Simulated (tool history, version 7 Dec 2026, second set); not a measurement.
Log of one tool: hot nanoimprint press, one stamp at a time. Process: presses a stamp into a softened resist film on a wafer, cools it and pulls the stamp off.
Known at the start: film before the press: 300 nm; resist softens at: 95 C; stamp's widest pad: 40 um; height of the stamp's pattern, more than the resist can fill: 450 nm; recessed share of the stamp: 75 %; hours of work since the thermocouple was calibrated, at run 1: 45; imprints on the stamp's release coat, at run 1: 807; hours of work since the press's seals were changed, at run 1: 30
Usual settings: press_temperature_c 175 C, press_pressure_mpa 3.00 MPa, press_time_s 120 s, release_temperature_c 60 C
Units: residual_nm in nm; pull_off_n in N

| run | hour | press_temperature_c | press_pressure_mpa | press_time_s | release_temperature_c | hours of work since the thermocouple was calibrated | imprints on the stamp's release coat | hours of work since the press's seals were changed | residual_nm | pull_off_n |
|---|---|---|---|---|---|---|---|---|---|---|
| 1 | 0.0 | 175 | 3.00 | 120 | 60 | 45 | 807 | 30 | 152.2 | 223 |
| 2 | 11.1 | 175 | 3.00 | 120 | 60 | 50 | 822 | 35 | 152.3 | 223 |
| 3 | 25.0 | 175 | 3.00 | 120 | 60 | 56 | 841 | 41 | 152.4 | 223 |
| 4 | 49.3 | 175 | 3.00 | 120 | 60 | 67 | 875 | 52 | 151.5 | 230 |
| 5 | 72.8 | 175 | 3.00 | 120 | 60 | 77 | 907 | 62 | 151.4 | 229 |
| 6 | 94.9 | 175 | 3.00 | 120 | 60 | 87 | 937 | 72 | 151.9 | 237 |
| 7 | 107.0 | 169 | 3.00 | 120 | 60 | 93 | 954 | 77 | 183.1 | 235 |
| 8 | 124.8 | 175 | 3.00 | 120 | 60 | 100 | 978 | 85 | 152.3 | 223 |
| 9 | 147.7 | 175 | 3.00 | 120 | 60 | 111 | 1010 | 95 | 151.9 | 240 |
| 10 | 167.3 | 175 | 3.00 | 202 | 60 | 119 | 1037 | 104 | 123.9 | 235 |
| 11 | 180.7 | 175 | 3.07 | 202 | 60 | 125 | 1055 | 110 | 122.7 | 240 |
| 12 | 193.4 | 175 | 3.00 | 120 | 60 | 131 | 1073 | 115 | 151.8 | 230 |
| 13 | 208.5 | 175 | 3.00 | 120 | 60 | 137 | 1093 | 122 | 152.0 | 237 |
| 14 | 229.4 | 175 | 3.00 | 120 | 60 | 147 | 1122 | 131 | 151.9 | 238 |
| 15 | 254.0 | 175 | 3.00 | 120 | 60 | 157 | 1156 | 142 | 152.6 | 234 |
|  | 268.4 | stamp cleaned and given a new release coat |
| 16 | 271.8 | 175 | 3.00 | 120 | 60 | 163 | 5 | 147 | 151.3 | 208 |
| 17 | 294.6 | 165 | 2.50 | 67 | 49 | 173 | 36 | 157 | 243.0 | 238 |
|  | 298.9 | plate thermocouple calibrated |
| 18 | 323.6 | 165 | 2.50 | 67 | 60 | 11 | 72 | 169 | 243.2 | 197 |
| 19 | 342.1 | 169 | 4.46 | 76 | 65 | 19 | 97 | 177 | 182.1 | 190 |
| 20 | 366.9 | 175 | 2.88 | 120 | 60 | 30 | 132 | 188 | 153.2 | 207 |
| 21 | 385.9 | 175 | 3.30 | 120 | 63 | 38 | 158 | 196 | 144.2 | 195 |
| 22 | 408.2 | 175 | 3.30 | 120 | 63 | 48 | 188 | 206 | 143.5 | 195 |
|  | 414.8 | plate thermocouple calibrated, once more |
| 23 | 426.8 | 175 | 2.21 | 120 | 60 | 5 | 210 | 213 | 173.1 | 207 |
| 24 | 442.6 | 175 | 1.86 | 74 | 62 | 12 | 231 | 220 | 208.5 | 199 |
| 25 | 461.2 | 171 | 3.00 | 120 | 60 | 20 | 257 | 228 | 174.9 | 204 |
| 26 | 475.4 | 184 | 3.00 | 89 | 60 | 27 | 276 | 234 | 127.5 | 208 |
| 27 | 487.2 | 184 | 2.93 | 89 | 55 | 32 | 293 | 240 | 128.1 | 239 |
| 28 | 510.0 | 173 | 1.88 | 145 | 60 | 42 | 324 | 250 | 181.6 | 212 |
| 29 | 527.4 | 173 | 1.88 | 145 | 60 | 50 | 348 | 257 | 182.1 | 213 |

Forecast each of these 3 alternatives for the next run:
| A | 545.9 | 173 | 4.68 | 77 | 60 | 58 | 373 | 266 | ? | ? |
| B | 545.9 | 173 | 1.81 | 72 | 60 | 58 | 373 | 266 | ? | ? |
| C | 545.9 | 165 | 4.17 | 120 | 60 | 58 | 373 | 266 | ? | ? |

| run | residual_nm | pull_off_n |
|---|---|---|
| A | 159.2 | 223 |
| B | 221.2 | 218 |
| C | 186.4 | 214 |
Without the tool's hidden state the same runs would have given:
| run | residual_nm | pull_off_n |
|---|---|---|
| A | 159.0 | 211 |
| B | 221.6 | 207 |
| C | 186.4 | 203 |
